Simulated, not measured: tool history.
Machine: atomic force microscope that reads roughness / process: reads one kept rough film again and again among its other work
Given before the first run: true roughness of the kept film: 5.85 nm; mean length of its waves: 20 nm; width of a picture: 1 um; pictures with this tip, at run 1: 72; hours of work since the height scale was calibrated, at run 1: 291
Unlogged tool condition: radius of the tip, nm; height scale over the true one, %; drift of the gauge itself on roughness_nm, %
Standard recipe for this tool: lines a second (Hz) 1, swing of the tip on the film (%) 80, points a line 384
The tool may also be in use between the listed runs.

| run | hour | lines a second (Hz) | swing of the tip on the film (%) | points a line | pictures with this tip | hours of work since the height scale was calibrated | roughness of the kept film (nm (root mean square)) |
|---|---|---|---|---|---|---|---|
| 1 | 0 | 1 | 80 | 384 | 72 | 291 | 4.091 |
|  | 3.4 | new tip fitted |
| 2 | 52.4 | 1 | 80 | 384 | 54 | 312 | 4.099 |
|  | 73.7 | new tip fitted |
| 3 | 95.7 | 1 | 80 | 384 | 24 | 329 | 4.094 |
| 4 | 125.9 | 1 | 68 | 384 | 57 | 342 | 4.242 |
|  | 142.7 | new tip fitted |
| 5 | 173.9 | 1 | 68 | 384 | 35 | 361 | 4.25 |
| 6 | 198.6 | 1 | 63 | 384 | 62 | 371 | 4.285 |
|  | 214.9 | new tip fitted |
| 7 | 233.7 | 1 | 80 | 384 | 21 | 385 | 4.111 |
|  | 283.5 | new tip fitted |
| 8 | 288.4 | 1 | 59 | 384 | 5 | 407 | 4.34 |
| 9 | 317.8 | 1 | 59 | 384 | 38 | 419 | 4.339 |
| 10 | 345.4 | 1 | 59 | 384 | 68 | 430 | 4.306 |
|  | 352.2 | new tip fitted |
| 11 | 383.8 | 1 | 59 | 384 | 35 | 446 | 4.353 |
| 12 | 416.6 | 1 | 59 | 384 | 71 | 459 | 4.347 |
|  | 421.5 | new tip fitted |
| 13 | 469.2 | 1 | 80 | 810 | 53 | 480 | 4.14 |
|  | 488.6 | new tip fitted |
| 14 | 518.8 | 1 | 80 | 423 | 33 | 500 | 4.091 |
|  | 557.5 | new tip fitted |
| 15 | 566.5 | 1 | 80 | 384 | 10 | 520 | 4.093 |
| 16 | 618.7 | 1 | 80 | 384 | 67 | 541 | 4.115 |
|  | 627.5 | new tip fitted |
| 17 | 664.8 | 0.73 | 80 | 384 | 41 | 559 | 4.198 |
|  | 696 | new tip fitted |
| 18 | 708.7 | 1 | 80 | 470 | 14 | 577 | 4.116 |
| 19 | 741.4 | 2.08 | 80 | 384 | 50 | 590 | 3.76 |
|  | 765.6 | new tip fitted |
| 20 | 778.8 | 2.08 | 80 | 384 | 14 | 605 | 3.776 |
| 21 | 823.1 | 2.08 | 80 | 384 | 63 | 623 | 3.757 |
|  | 835.9 | new tip fitted |
| 22 | 863.3 | 2.08 | 80 | 384 | 31 | 640 | 3.764 |
|  | 903.5 | new tip fitted |
| 23 | 920.6 | 2.08 | 80 | 384 | 19 | 663 | 3.75 |
|  | 973.2 | new tip fitted |
| 24 | 973.2 | 2.08 | 80 | 384 | 0 | 684 | 3.754 |
| 25 | 1005 | 1 | 80 | 519 | 35 | 697 | 4.144 |
|  | 1042.7 | new tip fitted |
| 26 | 1052.8 | 1 | 57 | 384 | 11 | 716 | 4.347 |
| 27 | 1090.2 | 1 | 57 | 384 | 52 | 731 | 4.348 |
|  | 1110.5 | new tip fitted |
| 28 | 1145.3 | 1 | 57 | 384 | 38 | 754 | 4.359 |
| 29 | 1171.2 | 0.53 | 58 | 504 | 67 | 764 | 4.401 |
|  | 1179.9 | new tip fitted |
| 30 | 1214.5 | 0.53 | 58 | 504 | 37 | 782 | 4.388 |
|  | 1248.5 | new tip fitted |
| 31 | 1253.9 | 0.53 | 58 | 504 | 6 | 797 | 4.452 |
| 32 | 1299.6 | 2.34 | 86 | 425 | 56 | 816 | 3.51 |
|  | 1317.2 | new tip fitted |
| 33 | 1354.8 | 1.8 | 70 | 384 | 42 | 838 | 4.078 |
|  | 1387.7 | new tip fitted |
| 34 | 1410.9 | 1 | 61 | 496 | 26 | 861 | 4.357 |
|  | 1455.8 | new tip fitted |
| 35 | 1465 | 0.68 | 58 | 292 | 10 | 883 | 4.319 |
| 36 | 1518.9 | 1 | 58 | 384 | 70 | 905 | 4.328 |
|  | 1524.5 | new tip fitted |
| 37 | 1565.6 | 1.3 | 66 | 384 | 45 | 924 | 4.217 |
|  | 1593.4 | new tip fitted |
| 38 | 1605 | 1.3 | 66 | 384 | 13 | 939 | 4.246 |
| 39 | 1659.3 | 1.3 | 66 | 384 | 73 | 962 | 4.22 |
|  | 1663 | new tip fitted |
| 40 | 1695.9 | 1.3 | 66 | 384 | 36 | 976 | 4.239 |
|  | 1734.1 | new tip fitted |
| 41 | 1743.6 | 2.16 | 80 | 800 | 10 | 995 | 3.827 |
| 42 | 1789.7 | 0.69 | 79 | 620 | 61 | 1014 | 4.208 |
|  | 1806.2 | new tip fitted |
| 43 | 1844.3 | 3.44 | 87 | 539 | 41 | 1036 | 3.144 |
| 44 | 1873.2 | 0.85 | 81 | 384 | 73 | 1048 | 4.125 |
|  | 1877.1 | new tip fitted |
| 45 | 1912.8 | 0.85 | 81 | 384 | 39 | 1064 | 4.136 |
|  | 1947.3 | new tip fitted |
| 46 | 1949.8 | 1.05 | 81 | 281 | 3 | 1079 | 4.023 |
| 47 | 2001 | 1 | 68 | 384 | 60 | 1100 | 4.249 |
|  | 2015.2 | new tip fitted |
| 48 | 2024.9 | 1 | 68 | 384 | 10 | 1109 | 4.258 |
| 49 | 2056.5 | 1 | 68 | 384 | 45 | 1122 | 4.249 |
|  | 2084.2 | new tip fitted |
| 50 | 2104 | 1 | 68 | 384 | 22 | 1141 | 4.258 |
| 51 | 2136.5 | 2.9 | 80 | 304 | 57 | 1154 | 3.499 |

Measured minus without-hidden-state, run by run (identical run-to-run variation in each term; gauge scatter may differ):
| run | roughness of the kept film (nm (root mean square)) |
|---|---|
| 1 | -0.023 |
| 2 | -0.019 |
| 3 | -0.008 |
| 4 | -0.019 |
| 5 | -0.011 |
| 6 | -0.02 |
| 7 | -0.007 |
| 8 | -0.002 |
| 9 | -0.013 |
| 10 | -0.023 |
| 11 | -0.011 |
| 12 | -0.023 |
| 13 | -0.017 |
| 14 | -0.01 |
| 15 | -0.003 |
| 16 | -0.021 |
| 17 | -0.013 |
| 18 | -0.005 |
| 19 | -0.016 |
| 20 | -0.003 |
| 21 | -0.02 |
| 22 | -0.01 |
| 23 | -0.005 |
| 24 | -0.001 |
| 25 | -0.012 |
| 26 | -0.004 |
| 27 | -0.019 |
| 28 | -0.011 |
| 29 | -0.021 |
| 30 | -0.013 |
| 31 | -0.002 |
| 32 | -0.015 |
| 33 | -0.015 |
| 34 | -0.01 |
| 35 | -0.004 |
| 36 | -0.023 |
| 37 | -0.015 |
| 38 | -0.004 |
| 39 | -0.023 |
| 40 | -0.012 |
| 41 | -0.002 |
| 42 | -0.02 |
| 43 | -0.011 |
| 44 | -0.025 |
| 45 | -0.012 |
| 46 | -0.001 |
| 47 | -0.021 |
| 48 | -0.004 |
| 49 | -0.014 |
| 50 | -0.008 |
| 51 | -0.016 |
